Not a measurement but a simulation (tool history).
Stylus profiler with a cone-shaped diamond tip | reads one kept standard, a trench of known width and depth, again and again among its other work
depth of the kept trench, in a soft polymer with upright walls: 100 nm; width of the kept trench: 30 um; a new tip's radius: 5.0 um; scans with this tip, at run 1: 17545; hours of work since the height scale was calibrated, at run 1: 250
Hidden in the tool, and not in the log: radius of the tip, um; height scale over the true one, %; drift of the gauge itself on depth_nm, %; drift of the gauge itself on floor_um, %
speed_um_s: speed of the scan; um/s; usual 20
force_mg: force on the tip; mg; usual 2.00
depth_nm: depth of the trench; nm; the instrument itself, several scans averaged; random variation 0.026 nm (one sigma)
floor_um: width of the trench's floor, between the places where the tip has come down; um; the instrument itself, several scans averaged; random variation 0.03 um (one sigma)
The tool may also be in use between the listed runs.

run	hour	speed_um_s	force_mg	scans with this tip	hours of work since the height scale was calibrated	depth_nm	floor_um
1	0.0	20	2.00	17545	250	100.76	27.55
2	67.3	20	2.00	18035	304	100.77	27.52
3	165.0	20	0.74	18747	382	100.35	27.47
4	224.7	20	0.74	19183	429	100.32	27.50
5	297.5	20	0.75	19713	487	100.37	27.50
6	394.9	12	2.00	20423	565	100.71	27.58
7	468.5	12	2.00	20960	624	100.70	27.46
8	566.1	35	0.78	21671	702	100.33	27.41
9	641.6	8	3.12	22221	762	100.89	27.47
10	746.3	8	3.12	22985	845	100.95	27.51
11	793.5	8	3.12	23328	883	100.92	27.46
12	884.1	20	1.39	23989	955	100.46	27.41
13	935.3	10	2.00	24362	996	100.65	27.43

Forecast each of these 5 alternatives for the next run:
A	1022.7	8	5.08	24999	1066	?	?
B	1022.7	39	0.75	24999	1066	?	?
C	1022.7	78	1.40	24999	1066	?	?
D	1022.7	5	1.15	24999	1066	?	?
E	1022.7	14	2.61	24999	1066	?	?

run	depth_nm	floor_um
A	101.39	27.41
B	100.21	27.33
C	100.48	27.26
D	100.39	27.47
E	100.77	27.42
Without the tool's hidden state the same runs would have given:
run	depth_nm	floor_um
A	101.58	27.98
B	100.40	27.89
C	100.67	27.83
D	100.58	28.03
E	100.96	27.99
